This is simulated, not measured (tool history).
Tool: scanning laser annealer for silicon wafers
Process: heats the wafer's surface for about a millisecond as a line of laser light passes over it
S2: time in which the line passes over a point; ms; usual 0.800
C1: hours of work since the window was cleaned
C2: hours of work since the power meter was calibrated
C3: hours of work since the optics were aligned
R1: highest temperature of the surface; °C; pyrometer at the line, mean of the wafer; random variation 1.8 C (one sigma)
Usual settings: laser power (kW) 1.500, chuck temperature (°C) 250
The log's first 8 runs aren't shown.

Run 9, hour 249.6: usual settings but S2 0.997 ms, chuck temperature (°C) 281; C1 114; C2 373; C3 699. Result: R1 1087 °C.
Run 10, hour 269.4: usual settings but laser power (kW) 1.625; C1 125; C2 384; C3 709. Result: R1 1035 °C.
Run 11, hour 297.4: usual settings but S2 0.605 ms; C1 139; C2 398; C3 724. Result: R1 883 °C.
Run 12, hour 322.5: usual settings; C1 153; C2 412; C3 737. Result: R1 976 °C.
Run 13, hour 349.0: usual settings but laser power (kW) 1.299; C1 167; C2 426; C3 751. Result: R1 884 °C.
Run 14, hour 376.4: usual settings but laser power (kW) 1.299; C1 181; C2 440; C3 765. Result: R1 879 °C.
Run 15, hour 407.2: usual settings but laser power (kW) 1.299; C1 197; C2 456; C3 782. Result: R1 879 °C.
Run 16, hour 425.6: usual settings but laser power (kW) 1.299; C1 207; C2 466; C3 791. Result: R1 880 °C.
Run 17, hour 445.6: usual settings but S2 0.712 ms; C1 218; C2 476; C3 802. Result: R1 937 °C.
Run 18, hour 469.5: usual settings but laser power (kW) 1.399, S2 0.887 ms, chuck temperature (°C) 270; C1 230; C2 489; C3 814. Result: R1 982 °C.
Run 19, hour 487.7: usual settings but laser power (kW) 1.370, S2 0.860 ms, chuck temperature (°C) 272; C1 240; C2 499; C3 824. Result: R1 962 °C.
Run 20, hour 509.7: usual settings but laser power (kW) 1.370, S2 0.860 ms, chuck temperature (°C) 272; C1 251; C2 510; C3 836. Result: R1 961 °C.
Run 21, hour 543.4: usual settings but laser power (kW) 1.376, S2 0.628 ms, chuck temperature (°C) 248; C1 269; C2 528; C3 853. Result: R1 843 °C.
Run 22, hour 566.7: usual settings but laser power (kW) 1.376, S2 0.628 ms, chuck temperature (°C) 248; C1 281; C2 540; C3 866. Result: R1 841 °C.
Run 23, hour 596.4: usual settings but laser power (kW) 1.376, S2 0.587 ms, chuck temperature (°C) 248; C1 297; C2 556; C3 881. Result: R1 826 °C.
Run 24, hour 631.0: usual settings but laser power (kW) 1.357, S2 0.723 ms, chuck temperature (°C) 248; C1 315; C2 574; C3 900. Result: R1 874 °C.
Run 25, hour 659.0: usual settings but S2 0.997 ms; C1 330; C2 589; C3 914. Result: R1 1059 °C.
Run 26, hour 700.4: usual settings but laser power (kW) 1.440, S2 0.678 ms, chuck temperature (°C) 222; C1 352; C2 611; C3 936. Result: R1 865 °C.
Run 27, hour 740.8: usual settings but laser power (kW) 1.455, S2 0.811 ms, chuck temperature (°C) 222; C1 373; C2 632; C3 957. Result: R1 931 °C.
Run 28, hour 766.6: usual settings but laser power (kW) 1.455, S2 0.811 ms, chuck temperature (°C) 222; C1 387; C2 645; C3 971. Result: R1 933 °C.
Run 29, hour 786.8: usual settings but laser power (kW) 1.455, S2 0.811 ms, chuck temperature (°C) 285; C1 397; C2 656; C3 982. Result: R1 996 °C.
Run 30, hour 819.8: usual settings but laser power (kW) 1.612, S2 0.811 ms, chuck temperature (°C) 237; C1 415; C2 674; C3 999. Result: R1 1021 °C.
Run 31, hour 838.0: usual settings but laser power (kW) 1.601, S2 0.643 ms, chuck temperature (°C) 251; C1 424; C2 683; C3 1009. Result: R1 950 °C.

Forecast run 32:
At hour 861.7: window over the wafer cleaned.
Run 32, hour 881.0: usual settings but laser power (kW) 1.601, S2 0.584 ms, chuck temperature (°C) 249; C1 10; C2 705; C3 1030. Result: R1 ?.

Run 32 gave R1 918 °C.
Without the tool's hidden state the same run would have given R1 918 °C.

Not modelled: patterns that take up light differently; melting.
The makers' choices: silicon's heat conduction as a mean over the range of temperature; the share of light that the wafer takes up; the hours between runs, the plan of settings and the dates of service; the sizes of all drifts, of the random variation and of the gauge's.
